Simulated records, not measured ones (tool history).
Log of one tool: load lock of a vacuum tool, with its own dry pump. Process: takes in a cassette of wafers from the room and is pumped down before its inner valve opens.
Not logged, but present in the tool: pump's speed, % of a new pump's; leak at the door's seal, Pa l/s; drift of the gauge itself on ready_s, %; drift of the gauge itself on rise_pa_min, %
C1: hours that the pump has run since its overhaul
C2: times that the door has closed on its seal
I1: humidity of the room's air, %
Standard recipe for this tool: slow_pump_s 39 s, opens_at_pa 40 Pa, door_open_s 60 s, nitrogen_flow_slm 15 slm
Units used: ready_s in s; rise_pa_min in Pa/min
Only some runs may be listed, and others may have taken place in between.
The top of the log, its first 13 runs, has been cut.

Run 14, day 63.879: usual settings but slow_pump_s 74 s; C1 15653; C2 19150; I1 41.8. Result: ready_s 112.3 s, rise_pa_min 0.096 Pa/min.
Run 15, day 70.121: usual settings; C1 15803; C2 19566; I1 44.0. Result: ready_s 87.2 s, rise_pa_min 0.107 Pa/min.
At day 76.979: dry pump taken out, an overhauled one fitted.
Run 16, day 76.979: usual settings; C1 0; C2 20006; I1 46.7. Result: ready_s 80.2 s, rise_pa_min 0.103 Pa/min.
Run 17, day 82.721: usual settings; C1 138; C2 20389; I1 45.7. Result: ready_s 79.1 s, rise_pa_min 0.113 Pa/min.
Run 18, day 89.404: usual settings; C1 298; C2 20834; I1 48.0. Result: ready_s 80.8 s, rise_pa_min 0.115 Pa/min.
Run 19, day 92.508: usual settings but door_open_s 79 s; C1 373; C2 21041; I1 46.8. Result: ready_s 79.6 s, rise_pa_min 0.119 Pa/min.
Run 20, day 95.921: usual settings but slow_pump_s 21 s, opens_at_pa 55 Pa, door_open_s 130 s, nitrogen_flow_slm 9 slm; C1 455; C2 21268; I1 47.0. Result: ready_s 65.2 s, rise_pa_min 0.138 Pa/min.
Run 21, day 102.842: usual settings but slow_pump_s 21 s, opens_at_pa 79 Pa, door_open_s 130 s, nitrogen_flow_slm 9 slm; C1 621; C2 21730; I1 42.6. Result: ready_s 61.9 s, rise_pa_min 0.137 Pa/min.
Run 22, day 105.838: usual settings but slow_pump_s 42 s, opens_at_pa 65 Pa, door_open_s 77 s; C1 693; C2 21929; I1 41.8. Result: ready_s 78.3 s, rise_pa_min 0.117 Pa/min.
Run 23, day 108.912: usual settings but slow_pump_s 42 s, opens_at_pa 65 Pa, door_open_s 31 s; C1 766; C2 22134; I1 41.3. Result: ready_s 78.6 s, rise_pa_min 0.116 Pa/min.
Run 24, day 112.804: usual settings but slow_pump_s 56 s, opens_at_pa 55 Pa, door_open_s 54 s; C1 860; C2 22393; I1 48.4. Result: ready_s 90.0 s, rise_pa_min 0.125 Pa/min.
Run 25, day 116.625: usual settings but slow_pump_s 77 s, door_open_s 79 s, nitrogen_flow_slm 22 slm; C1 951; C2 22648; I1 45.7. Result: ready_s 109.0 s, rise_pa_min 0.118 Pa/min.
Run 26, day 119.629: usual settings but opens_at_pa 78 Pa, nitrogen_flow_slm 26 slm; C1 1024; C2 22848; I1 44.8. Result: ready_s 74.7 s, rise_pa_min 0.120 Pa/min.
Run 27, day 122.817: usual settings but slow_pump_s 47 s, opens_at_pa 39 Pa, door_open_s 66 s, nitrogen_flow_slm 6 slm; C1 1100; C2 23061; I1 45.1. Result: ready_s 85.0 s, rise_pa_min 0.134 Pa/min.
Run 28, day 127.108: usual settings but slow_pump_s 74 s; C1 1203; C2 23347; I1 43.8. Result: ready_s 105.0 s, rise_pa_min 0.126 Pa/min.
Run 29, day 133.875: usual settings but slow_pump_s 74 s, opens_at_pa 54 Pa, door_open_s 45 s, nitrogen_flow_slm 13 slm; C1 1365; C2 23798; I1 46.4. Result: ready_s 103.9 s, rise_pa_min 0.133 Pa/min.
Run 30, day 139.683: usual settings but opens_at_pa 36 Pa; C1 1505; C2 24185; I1 43.9. Result: ready_s 81.0 s, rise_pa_min 0.133 Pa/min.
Run 31, day 144.050: usual settings but slow_pump_s 60 s, opens_at_pa 46 Pa; C1 1610; C2 24476; I1 45.9. Result: ready_s 94.8 s, rise_pa_min 0.141 Pa/min.
Run 32, day 148.350: usual settings but slow_pump_s 48 s, opens_at_pa 32 Pa, door_open_s 130 s, nitrogen_flow_slm 44 slm; C1 1713; C2 24762; I1 46.5. Result: ready_s 89.8 s, rise_pa_min 0.131 Pa/min.
Run 33, day 154.767: usual settings but slow_pump_s 24 s; C1 1867; C2 25190; I1 46.2. Result: ready_s 69.8 s, rise_pa_min 0.144 Pa/min.
Run 34, day 158.092: usual settings but slow_pump_s 24 s; C1 1947; C2 25412; I1 44.1. Result: ready_s 70.3 s, rise_pa_min 0.145 Pa/min.
Run 35, day 163.367: usual settings but slow_pump_s 27 s; C1 2073; C2 25763; I1 46.2. Result: ready_s 72.5 s, rise_pa_min 0.147 Pa/min.
Run 36, day 169.908: usual settings but slow_pump_s 27 s; C1 2230; C2 26199; I1 44.2. Result: ready_s 71.6 s, rise_pa_min 0.152 Pa/min.
Run 37, day 173.696: usual settings but slow_pump_s 27 s, door_open_s 31 s; C1 2321; C2 26451; I1 48.6. Result: ready_s 71.8 s, rise_pa_min 0.149 Pa/min.

Branching from run 37: 4 alternative next runs. What would each branch give?
Run A, day 178.167: usual settings but slow_pump_s 76 s, opens_at_pa 37 Pa, door_open_s 31 s; C1 2429; C2 26749; I1 43.8. Result: ready_s ?, rise_pa_min ?.
Run B, day 178.167: usual settings but slow_pump_s 29 s, door_open_s 53 s, nitrogen_flow_slm 23 slm; C1 2429; C2 26749; I1 45.1. Result: ready_s ?, rise_pa_min ?.
Run C, day 178.167: usual settings but slow_pump_s 27 s, opens_at_pa 35 Pa, door_open_s 31 s; C1 2429; C2 26749; I1 46.2. Result: ready_s ?, rise_pa_min ?.
Run D, day 178.167: usual settings but slow_pump_s 54 s, door_open_s 153 s; C1 2429; C2 26749; I1 46.6. Result: ready_s ?, rise_pa_min ?.

run  ready_s  rise_pa_min
  A    108.9        0.147
  B     72.8        0.145
  C     73.4        0.149
  D     91.2        0.177
With no hidden state in the tool, these same runs would have given:
run  ready_s  rise_pa_min
  A    107.5        0.013
  B     71.0        0.010
  C     71.5        0.016
  D     89.6        0.043

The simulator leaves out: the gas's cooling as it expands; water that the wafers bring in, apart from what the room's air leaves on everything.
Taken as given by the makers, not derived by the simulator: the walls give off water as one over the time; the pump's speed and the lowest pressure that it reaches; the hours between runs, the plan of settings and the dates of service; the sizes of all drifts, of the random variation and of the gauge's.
